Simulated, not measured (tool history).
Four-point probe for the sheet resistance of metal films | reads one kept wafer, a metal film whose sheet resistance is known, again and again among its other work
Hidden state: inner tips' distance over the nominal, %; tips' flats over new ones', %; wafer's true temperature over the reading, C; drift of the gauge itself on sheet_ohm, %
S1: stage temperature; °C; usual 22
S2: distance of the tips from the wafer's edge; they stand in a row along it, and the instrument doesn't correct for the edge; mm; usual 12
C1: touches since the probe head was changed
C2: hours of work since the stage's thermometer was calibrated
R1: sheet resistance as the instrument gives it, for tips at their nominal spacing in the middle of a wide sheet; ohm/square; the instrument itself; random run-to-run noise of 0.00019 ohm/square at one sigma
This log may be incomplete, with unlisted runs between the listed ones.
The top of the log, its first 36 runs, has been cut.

run    hour  S1  S2     C1    C2        R1
 37   909.8  24   8  44341  1280  0.925467
 38   940.0  33  12  45526  1303  0.919383
 39   957.3  33  12  46203  1317  0.919052
 40   989.8  33  12  47480  1343  0.919350
 41  1005.0  28  29  48075  1355  0.917510
 42  1032.0  20   5  49135  1376  0.937447
 43  1047.8  32  12  49756  1389  0.919503
 44  1073.3  32  12  50757  1409  0.919397
 45  1098.2  32  53  51732  1428  0.916058

Consider 3 possible next runs. They are alternatives, not a sequence: every one starts from the tool as it was left by run 45. What does each give?
  A  1128.3  29  59  52913  1452   ?
  B  1128.3  24  16  52913  1452   ?
  C  1128.3  22  25  52913  1452   ?

run        R1
  A  0.916715
  B  0.919252
  C  0.918297
Without the tool's unlogged condition, the same runs would have read:
run        R1
  A  0.924333
  B  0.926900
  C  0.925942

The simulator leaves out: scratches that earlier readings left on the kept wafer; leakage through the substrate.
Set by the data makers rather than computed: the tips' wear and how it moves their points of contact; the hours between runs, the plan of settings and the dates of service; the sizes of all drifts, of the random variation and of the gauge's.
